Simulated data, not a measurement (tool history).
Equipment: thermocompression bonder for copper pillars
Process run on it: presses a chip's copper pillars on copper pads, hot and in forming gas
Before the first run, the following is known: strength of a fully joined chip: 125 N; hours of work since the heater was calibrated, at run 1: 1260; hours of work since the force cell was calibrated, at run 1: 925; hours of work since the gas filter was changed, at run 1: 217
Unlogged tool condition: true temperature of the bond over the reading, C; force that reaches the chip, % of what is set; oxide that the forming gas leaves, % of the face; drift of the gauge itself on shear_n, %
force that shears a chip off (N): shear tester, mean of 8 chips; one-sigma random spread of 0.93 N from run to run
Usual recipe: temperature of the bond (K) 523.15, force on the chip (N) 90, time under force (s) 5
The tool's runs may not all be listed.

run	hour	temperature of the bond (K)	force on the chip (N)	time under force (s)	hours of work since the heater was calibrated	hours of work since the force cell was calibrated	hours of work since the gas filter was changed	force that shears a chip off (N)
1	0.0	523.15	90	5	1260	925	217	70.4
2	26.2	523.15	90	5	1276	941	233	69.7
3	58.1	523.15	90	5	1296	961	253	68.5
# hour 64.2: heater calibrated with a thermocouple chip
# hour 74.8: forming gas filter changed
4	101.1	523.15	90	5	23	987	16	70.4
5	151.8	523.15	90	5	54	1018	48	70.0
6	198.1	523.15	55	5	83	1047	77	48.9
7	222.0	523.15	55	5	98	1062	92	49.4
# hour 226.6: heater calibrated with a thermocouple chip, once more
8	270.5	523.15	55	5	27	1091	121	53.4
9	320.1	523.15	55	5	58	1122	151	54.1
10	352.8	523.15	55	5	79	1142	172	52.0
11	382.7	523.15	90	4	97	1161	190	68.2
12	433.0	523.15	90	4	128	1192	222	68.4
13	484.7	523.15	95	4	161	1224	254	70.8
# hour 495.5: forming gas filter changed
14	536.9	523.15	95	4	193	1256	26	72.2
15	559.5	552.15	90	5	207	1270	40	93.1
16	606.3	552.15	90	5	236	1299	69	92.7
17	637.2	552.15	90	13	255	1319	88	107.8
18	661.2	552.15	130	13	270	1334	103	116.7
19	692.5	552.15	130	13	290	1353	123	119.0
20	713.8	523.15	63	5	303	1366	136	57.6
21	755.9	552.15	90	3	329	1393	162	79.0
22	799.9	502.15	116	5	357	1420	189	71.9
23	828.7	502.15	132	5	374	1438	207	76.4

What will run 24 give?
24	865.3	523.15	108	7	397	1461	230	?

force that shears a chip off (N): 88.0
With no hidden state in the tool, this same run would have given force that shears a chip off (N) 94.5.
